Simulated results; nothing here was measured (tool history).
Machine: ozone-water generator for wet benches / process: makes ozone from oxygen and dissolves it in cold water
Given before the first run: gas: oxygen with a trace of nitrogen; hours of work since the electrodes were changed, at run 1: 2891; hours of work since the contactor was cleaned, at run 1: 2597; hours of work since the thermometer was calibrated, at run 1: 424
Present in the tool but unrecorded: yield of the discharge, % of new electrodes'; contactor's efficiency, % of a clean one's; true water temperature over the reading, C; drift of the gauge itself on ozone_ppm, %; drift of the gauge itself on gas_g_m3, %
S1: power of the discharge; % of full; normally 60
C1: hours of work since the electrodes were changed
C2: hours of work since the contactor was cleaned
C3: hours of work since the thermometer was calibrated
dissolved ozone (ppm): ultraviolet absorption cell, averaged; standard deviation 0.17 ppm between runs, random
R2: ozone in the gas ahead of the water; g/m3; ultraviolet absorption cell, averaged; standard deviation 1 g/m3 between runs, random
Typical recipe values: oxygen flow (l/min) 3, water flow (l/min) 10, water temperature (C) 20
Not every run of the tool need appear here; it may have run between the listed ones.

{"run": 1, "hour": 0.0, "S1": 60, "oxygen flow (l/min)": 3, "water flow (l/min)": 10, "water temperature (C)": 20, "C1": 2891, "C2": 2597, "C3": 424, "dissolved ozone (ppm)": 18.5, "R2": 149}
{"run": 2, "hour": 42.8, "S1": 60, "oxygen flow (l/min)": 3, "water flow (l/min)": 10, "water temperature (C)": 20, "C1": 2929, "C2": 2635, "C3": 462, "dissolved ozone (ppm)": 18.5, "R2": 148.6}
{"run": 3, "hour": 103.2, "S1": 60, "oxygen flow (l/min)": 3, "water flow (l/min)": 10, "water temperature (C)": 20, "C1": 2983, "C2": 2689, "C3": 516, "dissolved ozone (ppm)": 18.6, "R2": 148.5}
{"run": 4, "hour": 202.5, "S1": 60, "oxygen flow (l/min)": 3, "water flow (l/min)": 10, "water temperature (C)": 20, "C1": 3072, "C2": 2777, "C3": 605, "dissolved ozone (ppm)": 18.5, "R2": 146.4}
{"run": 5, "hour": 298.9, "S1": 60, "oxygen flow (l/min)": 3, "water flow (l/min)": 10, "water temperature (C)": 20, "C1": 3158, "C2": 2863, "C3": 691, "dissolved ozone (ppm)": 18.1, "R2": 146.2}
{"run": 6, "hour": 352.3, "S1": 60, "oxygen flow (l/min)": 3, "water flow (l/min)": 10, "water temperature (C)": 20, "C1": 3205, "C2": 2911, "C3": 738, "dissolved ozone (ppm)": 18.5, "R2": 146.9}
{"run": 7, "hour": 419.3, "S1": 60, "oxygen flow (l/min)": 3, "water flow (l/min)": 10, "water temperature (C)": 20, "C1": 3265, "C2": 2971, "C3": 798, "dissolved ozone (ppm)": 18.1, "R2": 145.1}
{"run": 8, "hour": 493.2, "S1": 60, "oxygen flow (l/min)": 3, "water flow (l/min)": 10, "water temperature (C)": 20, "C1": 3331, "C2": 3037, "C3": 864, "dissolved ozone (ppm)": 17.9, "R2": 146.4}
{"run": 9, "hour": 541.5, "S1": 60, "oxygen flow (l/min)": 3, "water flow (l/min)": 10, "water temperature (C)": 20, "C1": 3374, "C2": 3080, "C3": 907, "dissolved ozone (ppm)": 18, "R2": 144.6}
{"run": 10, "hour": 636.4, "S1": 60, "oxygen flow (l/min)": 3, "water flow (l/min)": 10, "water temperature (C)": 20, "C1": 3459, "C2": 3165, "C3": 992, "dissolved ozone (ppm)": 17.9, "R2": 143.3}
{"run": 11, "hour": 709.1, "S1": 47, "oxygen flow (l/min)": 2.95, "water flow (l/min)": 10, "water temperature (C)": 26, "C1": 3524, "C2": 3230, "C3": 1057, "dissolved ozone (ppm)": 13.5, "R2": 120.1}
{"run": 12, "hour": 769.0, "S1": 47, "oxygen flow (l/min)": 2.95, "water flow (l/min)": 10, "water temperature (C)": 26, "C1": 3577, "C2": 3283, "C3": 1110, "dissolved ozone (ppm)": 13.5, "R2": 119.9}
{"run": 13, "hour": 858.3, "S1": 47, "oxygen flow (l/min)": 2.95, "water flow (l/min)": 10, "water temperature (C)": 26, "C1": 3657, "C2": 3363, "C3": 1190, "dissolved ozone (ppm)": 13.3, "R2": 120.7}
{"run": 14, "hour": 929.4, "S1": 45, "oxygen flow (l/min)": 3, "water flow (l/min)": 10, "water temperature (C)": 15, "C1": 3721, "C2": 3426, "C3": 1254, "dissolved ozone (ppm)": 15.4, "R2": 114.3}
{"run": 15, "hour": 995.6, "S1": 45, "oxygen flow (l/min)": 3, "water flow (l/min)": 10, "water temperature (C)": 15, "C1": 3780, "C2": 3485, "C3": 1313, "dissolved ozone (ppm)": 15.3, "R2": 114.8}
{"hour": 1081.1, "done": "contactor cleaned"}
{"run": 16, "hour": 1081.1, "S1": 63, "oxygen flow (l/min)": 2.41, "water flow (l/min)": 9, "water temperature (C)": 14, "C1": 3853, "C2": 0, "C3": 1385, "dissolved ozone (ppm)": 22.8, "R2": 171.4}
{"run": 17, "hour": 1146.1, "S1": 63, "oxygen flow (l/min)": 2.41, "water flow (l/min)": 9, "water temperature (C)": 14, "C1": 3911, "C2": 58, "C3": 1444, "dissolved ozone (ppm)": 22.6, "R2": 169.5}

How the hidden state differs across the entries between the runs, from the last listed run before each to the first after it:
Between runs 15 and 16: contactor cleaned (hour 1081.1)
  yield of the discharge, % of new electrodes': 80.1 -> 79.7; contactor's efficiency, % of a clean one's: 87.8 -> 99.2; true water temperature over the reading, C: 0.01 -> 0.02
  measured less the result without the state, dissolved ozone (ppm): -3.1 -> -5.2; R2: -17.4 -> -39.1 g/m3
